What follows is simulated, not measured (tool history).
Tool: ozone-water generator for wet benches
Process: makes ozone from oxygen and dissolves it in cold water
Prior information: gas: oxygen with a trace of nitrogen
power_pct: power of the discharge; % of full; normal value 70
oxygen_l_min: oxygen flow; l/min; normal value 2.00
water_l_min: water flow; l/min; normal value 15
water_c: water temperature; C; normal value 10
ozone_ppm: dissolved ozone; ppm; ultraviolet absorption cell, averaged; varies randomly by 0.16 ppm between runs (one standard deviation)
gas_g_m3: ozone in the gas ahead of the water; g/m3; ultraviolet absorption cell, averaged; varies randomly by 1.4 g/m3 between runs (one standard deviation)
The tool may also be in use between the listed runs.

Run 1, hour 0.0: usual settings. Result: ozone_ppm 20.5 ppm, gas_g_m3 256.4 g/m3.
Run 2, hour 56.2: usual settings. Result: ozone_ppm 20.7 ppm, gas_g_m3 257.6 g/m3.
Run 3, hour 108.7: usual settings. Result: ozone_ppm 20.5 ppm, gas_g_m3 262.0 g/m3.
Run 4, hour 209.6: usual settings. Result: ozone_ppm 20.4 ppm, gas_g_m3 258.3 g/m3.
Run 5, hour 327.6: usual settings. Result: ozone_ppm 20.6 ppm, gas_g_m3 256.6 g/m3.
Run 6, hour 422.9: usual settings. Result: ozone_ppm 20.8 ppm, gas_g_m3 257.7 g/m3.
Run 7, hour 532.0: usual settings. Result: ozone_ppm 20.6 ppm, gas_g_m3 257.2 g/m3.
Run 8, hour 615.9: usual settings. Result: ozone_ppm 20.8 ppm, gas_g_m3 258.1 g/m3.
Run 9, hour 723.1: usual settings. Result: ozone_ppm 20.6 ppm, gas_g_m3 261.6 g/m3.
Run 10, hour 813.1: usual settings. Result: ozone_ppm 20.6 ppm, gas_g_m3 257.6 g/m3.
Run 11, hour 916.2: usual settings but oxygen_l_min 3.24 l/min. Result: ozone_ppm 24.1 ppm, gas_g_m3 211.9 g/m3.
Run 12, hour 991.4: usual settings but oxygen_l_min 2.11 l/min. Result: ozone_ppm 21.2 ppm, gas_g_m3 251.5 g/m3.
Run 13, hour 1058.8: usual settings but water_c 6 C. Result: ozone_ppm 21.3 ppm, gas_g_m3 255.9 g/m3.
Run 14, hour 1128.6: usual settings but water_c 7 C. Result: ozone_ppm 21.1 ppm, gas_g_m3 257.7 g/m3.
Run 15, hour 1244.8: usual settings but water_c 7 C. Result: ozone_ppm 21.2 ppm, gas_g_m3 256.0 g/m3.
Run 16, hour 1359.2: usual settings but water_c 7 C. Result: ozone_ppm 21.2 ppm, gas_g_m3 257.3 g/m3.
Run 17, hour 1427.4: usual settings but water_c 7 C. Result: ozone_ppm 21.1 ppm, gas_g_m3 255.2 g/m3.
Run 18, hour 1477.9: usual settings but water_c 11 C. Result: ozone_ppm 20.3 ppm, gas_g_m3 257.7 g/m3.
Run 19, hour 1589.1: usual settings but power_pct 63 % of full, oxygen_l_min 3.57 l/min, water_l_min 13 l/min. Result: ozone_ppm 25.5 ppm, gas_g_m3 188.6 g/m3.
Run 20, hour 1641.1: usual settings but power_pct 63 % of full, oxygen_l_min 3.57 l/min, water_l_min 13 l/min. Result: ozone_ppm 25.8 ppm, gas_g_m3 187.1 g/m3.
Run 21, hour 1740.1: usual settings but power_pct 95 % of full, oxygen_l_min 2.87 l/min, water_l_min 13 l/min. Result: ozone_ppm 33.0 ppm, gas_g_m3 280.4 g/m3.
At hour 1857.4: water thermometer calibrated.
Run 22, hour 1860.5: usual settings but power_pct 45 % of full, oxygen_l_min 3.47 l/min, water_l_min 14 l/min, water_c 9 C. Result: ozone_ppm 18.5 ppm, gas_g_m3 145.0 g/m3.
Run 23, hour 1944.0: usual settings but power_pct 45 % of full, oxygen_l_min 3.47 l/min, water_l_min 14 l/min, water_c 9 C. Result: ozone_ppm 18.9 ppm, gas_g_m3 147.4 g/m3.
Run 24, hour 2031.0: usual settings but power_pct 45 % of full, oxygen_l_min 3.47 l/min, water_l_min 14 l/min, water_c 9 C. Result: ozone_ppm 18.5 ppm, gas_g_m3 147.0 g/m3.
Run 25, hour 2132.2: usual settings but power_pct 62 % of full, oxygen_l_min 1.82 l/min, water_l_min 11 l/min, water_c 7 C. Result: ozone_ppm 24.7 ppm, gas_g_m3 240.8 g/m3.
Run 26, hour 2218.1: usual settings but power_pct 62 % of full, oxygen_l_min 1.82 l/min, water_l_min 11 l/min, water_c 7 C. Result: ozone_ppm 24.7 ppm, gas_g_m3 237.7 g/m3.
Run 27, hour 2342.1: usual settings but power_pct 91 % of full, oxygen_l_min 3.59 l/min, water_l_min 11 l/min, water_c 7 C. Result: ozone_ppm 39.8 ppm, gas_g_m3 246.7 g/m3.
Run 28, hour 2395.7: usual settings but water_l_min 10 l/min, water_c 15 C. Result: ozone_ppm 28.2 ppm, gas_g_m3 254.0 g/m3.
Run 29, hour 2501.2: usual settings but water_l_min 10 l/min, water_c 15 C. Result: ozone_ppm 28.2 ppm, gas_g_m3 254.9 g/m3.
Run 30, hour 2579.1: usual settings but water_l_min 10 l/min, water_c 15 C. Result: ozone_ppm 27.6 ppm, gas_g_m3 253.6 g/m3.
Run 31, hour 2699.8: usual settings but power_pct 52 % of full, water_l_min 18 l/min. Result: ozone_ppm 13.7 ppm, gas_g_m3 201.0 g/m3.
Run 32, hour 2765.0: usual settings but power_pct 52 % of full, water_l_min 18 l/min. Result: ozone_ppm 13.7 ppm, gas_g_m3 202.8 g/m3.
Run 33, hour 2816.8: usual settings but power_pct 59 % of full, water_l_min 16 l/min. Result: ozone_ppm 16.9 ppm, gas_g_m3 222.4 g/m3.

Branching from run 33: 4 alternative next runs. What would each branch give?
Run A, hour 2934.3: usual settings but water_l_min 14 l/min. Result: ozone_ppm ?, gas_g_m3 ?.
Run B, hour 2934.3: usual settings but power_pct 42 % of full. Result: ozone_ppm ?, gas_g_m3 ?.
Run C, hour 2934.3: usual settings but power_pct 60 % of full, water_l_min 16 l/min. Result: ozone_ppm ?, gas_g_m3 ?.
Run D, hour 2934.3: usual settings but power_pct 59 % of full, oxygen_l_min 2.17 l/min, water_l_min 16 l/min. Result: ozone_ppm ?, gas_g_m3 ?.

run  ozone_ppm  gas_g_m3
  A       21.8     250.7
  B       13.8     170.1
  C       17.0     226.0
  D       17.6     215.3
Without the tool's hidden state the same runs would have given:
run  ozone_ppm  gas_g_m3
  A       21.8     256.5
  B       13.8     173.9
  C       17.0     231.2
  D       17.6     220.3
